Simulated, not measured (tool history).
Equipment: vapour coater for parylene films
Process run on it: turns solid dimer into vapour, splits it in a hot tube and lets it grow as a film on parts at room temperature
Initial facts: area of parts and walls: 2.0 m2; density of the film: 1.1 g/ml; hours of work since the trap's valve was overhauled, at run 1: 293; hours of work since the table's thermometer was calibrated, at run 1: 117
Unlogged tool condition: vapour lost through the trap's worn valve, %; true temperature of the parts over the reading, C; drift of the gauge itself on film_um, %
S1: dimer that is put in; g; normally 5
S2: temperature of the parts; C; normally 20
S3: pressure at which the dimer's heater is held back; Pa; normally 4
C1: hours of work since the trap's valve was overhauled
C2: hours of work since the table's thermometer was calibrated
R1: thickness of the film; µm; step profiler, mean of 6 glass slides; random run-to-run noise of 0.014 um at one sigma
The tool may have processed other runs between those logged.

run,hour,S1,S2,S3,C1,C2,R1
1,0,5,20,4,293,117,1.58
2,7.1,5,20,4,299,123,1.56
3,21.9,5,20,4,312,135,1.55
4,35.5,5,20,4,324,147,1.55
5,47.4,5,23,4,334,157,1.39
6,53.9,5,23,4,339,163,1.39
7,67.8,5,29,4,351,175,1.15
8,77.7,5,29,4,360,183,1.16
9,92.1,3,29,4,372,196,0.69
10,101.6,3,29,4,380,204,0.69
11,117.3,3,29,4,394,217,0.69
# hour 134.8: trap's valve overhauled
12,136.1,5,20,4,1,230,1.74
13,145.3,5,20,4,9,238,1.74
14,154.9,5,21,4,17,246,1.69
15,166.6,5,21,4,27,256,1.69
16,174.2,2,20,4,34,263,0.69
17,187.9,3,20,4,46,274,1.03
18,203.1,5,22,4,59,287,1.61
19,217.1,5,20,11.93,71,299,1.38
20,228.5,5,20,11.93,80,309,1.37
21,238.1,5,20,4,89,317,1.68
22,246.4,5,20,7.09,96,324,1.51
23,261.1,2,20,4,108,337,0.67
24,276.5,2,20,4,122,350,0.67
25,286,2,20,4,130,358,0.66
26,292.6,3,24,4,135,364,0.89
27,302.8,3,24,4,144,373,0.86
28,316.5,3,24,4,156,385,0.86
29,331.7,3,24,2.27,169,398,0.97
30,345.6,3,24,2.27,181,410,0.98
31,360,3,24,2.27,193,422,0.98
32,375.6,3,30,2.27,207,435,0.8
33,389.9,3,30,2.27,219,448,0.77
34,400.8,2,23,4.65,228,457,0.55
35,415.1,3,29,3.62,240,469,0.74
36,422.1,9,20,5.98,247,475,2.68
37,435,9,25,10.09,258,486,2.06
38,443.2,5,20,9.93,265,493,1.34
39,457.2,5,20,9.93,277,505,1.36
40,467.3,2,21,4.26,285,514,0.61
41,477.1,2,27,6.48,294,522,0.5
42,488.3,6,21,4,303,532,1.8
43,501.4,6,21,4,315,543,1.75
44,517.2,9,20,3.5,328,557,2.81
45,524.8,8,15,4.47,335,563,2.76
46,531.3,4,27,2.84,340,569,1.06

Forecast each of these 3 alternatives for the next run:
A,543.2,2,26,3.36,350,579,?
B,543.2,2,16,4,350,579,?
C,543.2,4,12,4,350,579,?

run,R1
A,0.52
B,0.67
C,1.54
Take away the tool's hidden state, keep each run's random variation, and the runs would have read:
run,R1
A,0.61
B,0.78
C,1.78
